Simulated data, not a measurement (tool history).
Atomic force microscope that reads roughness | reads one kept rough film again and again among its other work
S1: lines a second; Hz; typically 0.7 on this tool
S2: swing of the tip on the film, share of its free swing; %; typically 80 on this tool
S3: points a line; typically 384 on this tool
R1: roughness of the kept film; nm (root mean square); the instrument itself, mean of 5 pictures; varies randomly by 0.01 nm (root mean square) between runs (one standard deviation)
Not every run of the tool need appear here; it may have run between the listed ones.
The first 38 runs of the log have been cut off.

run     day     S1  S2   S3     R1
 39  35.296  1.056  56  467  2.097
 40  36.362  1.056  56  467   2.05
     37.038  -- new tip fitted
 41  37.312  1.056  56  467  2.341
 42  37.921  1.056  56  467  2.308
 43  38.854  0.687  67  384  2.242
 44  39.625  0.687  67  384  2.197
 45  40.358  0.687  67  384  2.179
 46    41.3  0.914  63  310   2.12
 47  42.271  3.691  84  369  1.578

Below are 4 alternative next runs, each starting from the tool's condition after run 47. Predict each:
  A  42.988    0.7  78  384   ?
  B  42.988   1.45  73  409   ?
  C  42.988  3.691  56  369   ?
  D  42.988  3.691  90  575   ?

run     R1
  A  2.006
  B  1.956
  C  1.973
  D  1.454
Without the tool's unlogged condition, the same runs would have read:
run     R1
  A   2.31
  B  2.254
  C  2.273
  D  1.675

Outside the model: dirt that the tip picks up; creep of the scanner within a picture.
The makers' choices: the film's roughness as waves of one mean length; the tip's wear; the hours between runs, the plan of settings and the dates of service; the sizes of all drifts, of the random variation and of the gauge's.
